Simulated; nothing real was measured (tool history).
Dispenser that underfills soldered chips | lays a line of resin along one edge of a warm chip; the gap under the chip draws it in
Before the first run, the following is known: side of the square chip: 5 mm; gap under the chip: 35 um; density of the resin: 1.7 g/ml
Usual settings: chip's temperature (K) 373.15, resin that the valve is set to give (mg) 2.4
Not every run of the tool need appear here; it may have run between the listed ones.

run  hour  chip's temperature (K)  resin that the valve is set to give (mg)  time until the resin shows at the far edge (s)  resin that the valve gave (mg)
  1     0                  373.15                                       2.4                                            19.1                            2.31
  2   4.3                  373.15                                       2.4                                              22                             2.3
  3   7.8                  373.15                                       2.4                                            24.7                             2.3
     11.9  -- new syringe of resin
  4    13                  373.15                                       2.4                                            18.9                            2.31
  5    18                  373.15                                       2.4                                            22.5                            2.29
  6  21.6                  373.15                                       2.4                                            26.4                            2.25
     23.7  -- new syringe of resin
  7    27                  373.15                                       2.4                                            21.2                            2.29
  8  33.2                  360.15                                       2.4                                            45.6                            2.28
     35.4  -- new syringe of resin
  9  40.2                  373.15                                      2.51                                            21.9                            2.38
 10  43.7                  373.15                                       2.4                                            24.3                            2.27
       47  -- new syringe of resin
 11  48.6                  373.15                                       2.4                                            19.6                            2.23
 12  55.9                  377.15                                       2.4                                            20.9                            2.26
     59.1  -- new syringe of resin
 13  60.7                  377.15                                       2.4                                            16.8                            2.25
     62.1  -- dispensing valve cleaned and set on the balance
 14  65.5                  365.15                                       2.4                                            31.4                             2.4
     71.9  -- new syringe of resin
 15  73.9                  365.15                                       2.4                                            27.7                            2.42
 16  80.6                  373.15                                       2.4                                            24.5                             2.4
     83.8  -- new syringe of resin
 17  88.2                  373.15                                       2.4                                            22.3                            2.37
 18  91.9                  364.15                                       2.4                                            36.9                            2.36

Run 19 is up next; what results do you expect?
     95.4  -- new syringe of resin
 19  95.8                  364.15                                       2.4                                               ?                               ?

Run 19 gave time until the resin shows at the far edge (s) 27.3, resin that the valve gave (mg) 2.37.
On a tool with no hidden condition, and with the same random variation, this run would have come out at time until the resin shows at the far edge (s) 25.8, resin that the valve gave (mg) 2.41.

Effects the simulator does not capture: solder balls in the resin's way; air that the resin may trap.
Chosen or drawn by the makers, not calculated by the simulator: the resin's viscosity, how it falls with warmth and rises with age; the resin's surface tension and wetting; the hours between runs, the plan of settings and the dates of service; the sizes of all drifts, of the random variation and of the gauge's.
